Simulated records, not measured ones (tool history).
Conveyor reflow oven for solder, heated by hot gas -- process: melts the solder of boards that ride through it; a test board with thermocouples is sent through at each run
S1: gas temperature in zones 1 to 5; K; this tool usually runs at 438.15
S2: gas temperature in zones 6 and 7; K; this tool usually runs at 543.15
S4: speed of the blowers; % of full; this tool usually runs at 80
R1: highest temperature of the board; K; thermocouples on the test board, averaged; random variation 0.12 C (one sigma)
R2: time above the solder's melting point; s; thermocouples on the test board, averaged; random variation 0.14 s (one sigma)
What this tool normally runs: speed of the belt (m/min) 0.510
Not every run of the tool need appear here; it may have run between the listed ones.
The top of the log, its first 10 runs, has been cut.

run 11 day=26.846 | S1=438.15 S2=543.15 speed_of_the_belt_(m/min)=0.510 S4=80 | R1=526.95 R2=60.4
run 12 day=30.158 | S1=438.15 S2=543.15 speed_of_the_belt_(m/min)=0.510 S4=80 | R1=526.95 R2=60.5
run 13 day=31.946 | S1=438.15 S2=543.15 speed_of_the_belt_(m/min)=0.510 S4=80 | R1=526.85 R2=60.1
-- day=33.804 flux residue cleaned out of gas plates and filters
run 14 day=33.804 | S1=438.15 S2=543.15 speed_of_the_belt_(m/min)=0.510 S4=80 | R1=528.15 R2=61.5
run 15 day=36.362 | S1=438.15 S2=543.15 speed_of_the_belt_(m/min)=0.510 S4=80 | R1=528.05 R2=61.6
run 16 day=39.425 | S1=438.15 S2=543.15 speed_of_the_belt_(m/min)=0.510 S4=80 | R1=527.95 R2=61.4
run 17 day=42.746 | S1=438.15 S2=543.15 speed_of_the_belt_(m/min)=0.510 S4=80 | R1=527.85 R2=61.2
run 18 day=44.700 | S1=442.15 S2=543.15 speed_of_the_belt_(m/min)=0.501 S4=80 | R1=529.05 R2=64.7
run 19 day=48.521 | S1=438.15 S2=543.15 speed_of_the_belt_(m/min)=0.413 S4=57 | R1=529.85 R2=78.5
-- day=49.879 flux residue cleaned out of gas plates and filters
run 20 day=52.354 | S1=442.15 S2=547.15 speed_of_the_belt_(m/min)=0.510 S4=80 | R1=532.65 R2=66.2
run 21 day=54.683 | S1=442.15 S2=547.15 speed_of_the_belt_(m/min)=0.510 S4=80 | R1=532.65 R2=66.2
run 22 day=56.821 | S1=445.15 S2=547.15 speed_of_the_belt_(m/min)=0.443 S4=64 | R1=534.65 R2=79.4
run 23 day=60.600 | S1=438.15 S2=539.15 speed_of_the_belt_(m/min)=0.510 S4=58 | R1=520.15 R2=54.0
run 24 day=63.962 | S1=438.15 S2=543.15 speed_of_the_belt_(m/min)=0.581 S4=63 | R1=519.25 R2=45.4
-- day=65.946 flux residue cleaned out of gas plates and filters
run 25 day=66.925 | S1=438.15 S2=558.15 speed_of_the_belt_(m/min)=0.589 S4=76 | R1=536.05 R2=56.8
run 26 day=69.638 | S1=438.15 S2=558.15 speed_of_the_belt_(m/min)=0.589 S4=76 | R1=535.75 R2=57.3
-- day=70.271 belt drive overhauled, speed set with a stopwatch
run 27 day=71.638 | S1=451.15 S2=543.15 speed_of_the_belt_(m/min)=0.510 S4=80 | R1=530.45 R2=66.8
run 28 day=73.288 | S1=450.15 S2=543.15 speed_of_the_belt_(m/min)=0.518 S4=80 | R1=529.95 R2=64.6
run 29 day=75.112 | S1=450.15 S2=543.15 speed_of_the_belt_(m/min)=0.518 S4=80 | R1=529.85 R2=64.6
run 30 day=76.954 | S1=438.15 S2=543.15 speed_of_the_belt_(m/min)=0.582 S4=80 | R1=523.15 R2=48.5
run 31 day=80.379 | S1=438.15 S2=543.15 speed_of_the_belt_(m/min)=0.531 S4=74 | R1=525.35 R2=55.3

Each row is a separate what-if for the run after 31, all from the same tool condition, not one after another. Results?
-- day=82.512 flux residue cleaned out of gas plates and filters
-- day=83.883 thermocouples of zones 6 and 7 changed
run A day=84.508 | S1=438.15 S2=544.15 speed_of_the_belt_(m/min)=0.510 S4=56 | R1=? R2=?
-- day=82.512 flux residue cleaned out of gas plates and filters
-- day=83.883 thermocouples of zones 6 and 7 changed
run B day=84.508 | S1=431.15 S2=557.15 speed_of_the_belt_(m/min)=0.531 S4=74 | R1=? R2=?
-- day=82.512 flux residue cleaned out of gas plates and filters
-- day=83.883 thermocouples of zones 6 and 7 changed
run C day=84.508 | S1=437.15 S2=543.15 speed_of_the_belt_(m/min)=0.531 S4=76 | R1=? R2=?

run=A R1=522.15 R2=54.3
run=B R1=534.95 R2=59.8
run=C R1=524.15 R2=54.5
With no hidden state in the tool, these same runs would have given:
run=A R1=522.05 R2=54.0
run=B R1=534.85 R2=59.5
run=C R1=524.15 R2=54.3
